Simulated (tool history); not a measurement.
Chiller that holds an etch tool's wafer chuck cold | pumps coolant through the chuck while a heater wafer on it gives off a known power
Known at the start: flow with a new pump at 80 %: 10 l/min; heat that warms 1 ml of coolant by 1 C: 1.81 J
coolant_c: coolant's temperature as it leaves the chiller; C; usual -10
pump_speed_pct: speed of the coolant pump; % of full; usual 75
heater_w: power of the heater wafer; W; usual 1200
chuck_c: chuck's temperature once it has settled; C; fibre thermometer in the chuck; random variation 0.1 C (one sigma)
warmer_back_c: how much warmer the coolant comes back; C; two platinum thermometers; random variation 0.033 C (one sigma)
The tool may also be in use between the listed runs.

run,hour,coolant_c,pump_speed_pct,heater_w,chuck_c,warmer_back_c
1,0.0,-10,75,1200,5.3,4.27
2,152.4,-10,75,1200,5.2,4.21
3,254.3,-6,75,1200,9.3,4.34
4,409.3,-6,75,1200,9.1,4.26
5,568.7,-10,75,1200,5.3,4.25
6,702.0,-10,75,1200,5.3,4.29
7,829.3,-10,75,1200,5.4,4.31
8,955.3,-10,75,1200,5.2,4.25
9,1128.8,-10,75,1200,5.3,4.22
10,1310.8,-10,75,1200,5.3,4.23
11,1422.4,-10,75,1200,5.5,4.23
12,1512.9,-11,75,1200,4.4,4.27
13,1592.6,-11,75,1200,4.3,4.23
14,1694.1,-10,86,1200,4.2,3.70
15,1839.2,-10,86,1200,4.3,3.68
16,2026.1,-10,77,1200,5.0,4.10
17,2106.8,-10,77,1200,5.1,4.11
18,2252.4,-1,73,1125,13.6,4.09
19,2350.8,-1,73,1125,13.5,4.11
20,2447.4,-1,89,1044,11.0,3.06
21,2565.2,-4,99,1044,7.6,2.75
22,2683.7,-4,99,1044,7.3,2.74
23,2849.3,-12,76,633,-4.0,2.24
24,3028.6,-13,71,1620,8.2,6.13
25,3118.5,-5,98,1048,6.7,2.83
26,3286.8,-1,98,693,6.6,1.89
27,3400.2,-1,98,693,6.8,1.88
28,3553.1,-1,75,745,8.5,2.67
29,3664.7,-17,78,1017,-4.3,3.48
30,3747.2,-17,78,1017,-4.2,3.45
31,3899.2,-19,62,1200,-2.0,5.10

Not shown: 3 entries that the log had between the listed runs. Between which runs, and how does the tool's hidden state differ before and after?
Between runs 1 and 2: coolant pump overhauled (hour 152.4)
  flow at a given pump speed, % of a new pump's: 99.8 -> 100
Between runs 6 and 7: chiller's thermometer calibrated (hour 759.6)
  coolant's true temperature over the reading, C: 0.03 -> 0
Between runs 14 and 15: coolant changed, channels flushed (hour 1726.4)
  heat passed by the chuck's channels, % of clean ones': 99.8 -> 100
